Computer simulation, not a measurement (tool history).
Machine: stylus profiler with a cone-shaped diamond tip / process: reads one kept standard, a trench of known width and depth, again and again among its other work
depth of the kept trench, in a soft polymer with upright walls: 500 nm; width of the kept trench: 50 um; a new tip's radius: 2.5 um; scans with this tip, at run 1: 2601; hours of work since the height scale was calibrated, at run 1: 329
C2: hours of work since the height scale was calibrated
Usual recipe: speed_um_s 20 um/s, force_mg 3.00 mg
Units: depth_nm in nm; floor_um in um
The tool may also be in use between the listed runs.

run 1 hour=0.0 | speed_um_s=20 force_mg=3.00 | scans_with_this_tip=2601 C2=329 | depth_nm=507.55 floor_um=46.86
run 2 hour=17.2 | speed_um_s=20 force_mg=3.00 | scans_with_this_tip=2679 C2=338 | depth_nm=507.49 floor_um=46.86
run 3 hour=39.1 | speed_um_s=20 force_mg=3.00 | scans_with_this_tip=2779 C2=351 | depth_nm=507.63 floor_um=46.89
run 4 hour=60.1 | speed_um_s=20 force_mg=3.00 | scans_with_this_tip=2875 C2=363 | depth_nm=507.47 floor_um=46.83
run 5 hour=70.2 | speed_um_s=20 force_mg=3.00 | scans_with_this_tip=2921 C2=369 | depth_nm=507.68 floor_um=46.86
run 6 hour=83.0 | speed_um_s=20 force_mg=3.00 | scans_with_this_tip=2979 C2=376 | depth_nm=507.82 floor_um=46.87
run 7 hour=94.2 | speed_um_s=5 force_mg=3.00 | scans_with_this_tip=3031 C2=383 | depth_nm=507.28 floor_um=46.90
run 8 hour=115.8 | speed_um_s=20 force_mg=2.36 | scans_with_this_tip=3129 C2=395 | depth_nm=506.36 floor_um=46.85
run 9 hour=136.6 | speed_um_s=19 force_mg=1.72 | scans_with_this_tip=3224 C2=407 | depth_nm=504.69 floor_um=46.80
run 10 hour=147.5 | speed_um_s=9 force_mg=1.35 | scans_with_this_tip=3274 C2=414 | depth_nm=503.92 floor_um=46.86
run 11 hour=170.0 | speed_um_s=9 force_mg=1.35 | scans_with_this_tip=3376 C2=427 | depth_nm=504.21 floor_um=46.81
run 12 hour=191.5 | speed_um_s=9 force_mg=1.35 | scans_with_this_tip=3474 C2=439 | depth_nm=503.99 floor_um=46.88
run 13 hour=212.3 | speed_um_s=20 force_mg=8.24 | scans_with_this_tip=3569 C2=451 | depth_nm=515.13 floor_um=46.85
run 14 hour=222.0 | speed_um_s=10 force_mg=2.31 | scans_with_this_tip=3613 C2=456 | depth_nm=506.00 floor_um=46.81
run 15 hour=241.3 | speed_um_s=31 force_mg=3.00 | scans_with_this_tip=3701 C2=468 | depth_nm=507.38 floor_um=46.77
run 16 hour=262.1 | speed_um_s=31 force_mg=3.00 | scans_with_this_tip=3796 C2=480 | depth_nm=507.42 floor_um=46.78

Below, each run's measurement less what the same run would have read without the hidden state. Both values contain the same run-to-run variation, but the gauge's scatter may not be the same in both:
Hidden conditions of the tool in this case: radius of the tip, um; height scale over the true one, %; drift of the gauge itself on depth_nm, %; drift of the gauge itself on floor_um, %.
run=1 depth_nm=-0.49 floor_um=-0.08
run=2 depth_nm=-0.49 floor_um=-0.08
run=3 depth_nm=-0.50 floor_um=-0.10
run=4 depth_nm=-0.52 floor_um=-0.10
run=5 depth_nm=-0.52 floor_um=-0.10
run=6 depth_nm=-0.53 floor_um=-0.10
run=7 depth_nm=-0.53 floor_um=-0.11
run=8 depth_nm=-0.54 floor_um=-0.12
run=9 depth_nm=-0.55 floor_um=-0.11
run=10 depth_nm=-0.56 floor_um=-0.12
run=11 depth_nm=-0.57 floor_um=-0.13
run=12 depth_nm=-0.58 floor_um=-0.13
run=13 depth_nm=-0.61 floor_um=-0.14
run=14 depth_nm=-0.60 floor_um=-0.14
run=15 depth_nm=-0.61 floor_um=-0.14
run=16 depth_nm=-0.62 floor_um=-0.14
